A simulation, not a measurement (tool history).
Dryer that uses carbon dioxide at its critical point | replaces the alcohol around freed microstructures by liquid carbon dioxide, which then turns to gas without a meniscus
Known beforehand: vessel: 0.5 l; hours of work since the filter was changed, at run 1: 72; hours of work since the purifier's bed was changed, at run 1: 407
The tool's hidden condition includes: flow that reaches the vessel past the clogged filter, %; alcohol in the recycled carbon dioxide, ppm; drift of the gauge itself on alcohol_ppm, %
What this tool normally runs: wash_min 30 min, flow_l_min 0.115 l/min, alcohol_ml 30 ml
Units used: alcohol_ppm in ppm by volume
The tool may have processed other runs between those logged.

run	hour	wash_min	flow_l_min	alcohol_ml	hours of work since the filter was changed	hours of work since the purifier's bed was changed	alcohol_ppm
1	0	30	0.115	30	72	407	207
2	15.3	34	0.115	30	80	415	125
3	38.8	34	0.115	30	92	428	119
4	51.4	30	0.115	30	99	434	218
5	69.1	30	0.127	30	109	444	134
6	84.5	30	0.127	30	117	452	144
7	106.7	30	0.127	30	129	464	138
8	130.1	30	0.115	45	142	477	315
9	150.2	30	0.115	45	152	488	313
10	173.4	30	0.115	30	165	500	231
11	189.3	30	0.073	30	173	509	1761
12	202.6	30	0.193	30	181	516	70
13	222	30	0.193	30	191	526	55
14	244.6	30	0.193	30	203	538	60
15	257.2	26	0.115	30	210	545	510
16	277.9	30	0.115	38	221	556	329
17	303.6	30	0.115	38	235	570	330
18	325.7	30	0.115	38	247	582	348
# hour 349.3: inlet filter changed
19	351.3	30	0.115	38	1	595	242
20	367	30	0.115	38	10	604	225
21	388.9	30	0.13	38	21	616	136
22	404.5	30	0.13	23	30	624	106
23	425.6	30	0.13	23	41	635	115
24	436.5	30	0.13	23	47	641	110
25	449.4	28	0.109	23	54	648	297
26	464.7	41	0.099	23	62	656	113
27	482.4	30	0.115	30	72	666	238
28	495.5	30	0.115	54	79	673	346
29	513.9	30	0.115	54	89	683	364
30	537.5	22	0.078	30	101	696	3525
31	563.3	30	0.17	30	115	710	83
32	577.9	30	0.17	30	123	717	83
33	603.5	30	0.194	51	137	731	85
# hour 617.2: purifier's bed changed
34	626	30	0.116	33	147	5	203
35	642.6	32	0.186	34	156	14	5
36	663.3	47	0.186	34	167	25	8
37	687.2	37	0.091	52	180	38	421
38	713.9	37	0.091	52	195	52	432
39	730.1	20	0.108	41	203	61	2376
40	754.1	27	0.115	20	216	74	269
41	773.3	27	0.089	20	227	84	868
42	789.1	48	0.115	31	235	93	19
43	803.9	30	0.176	23	243	101	22
44	819.8	30	0.176	23	252	109	28
# hour 833.5: inlet filter changed
45	842.2	35	0.176	83	5	121	20
46	853.9	19	0.124	30	11	127	946
47	875.8	19	0.124	30	23	139	977
48	896.4	20	0.115	30	34	150	1082

Branching from run 48: 3 alternative next runs. What would each branch give?
A	915.5	21	0.075	27	44	160	?
B	915.5	30	0.115	30	44	160	?
C	915.5	21	0.115	30	44	160	?

run	alcohol_ppm
A	3698
B	171
C	951
What these runs would have given with no unlogged condition in the tool:
run	alcohol_ppm
A	3533
B	142
C	876
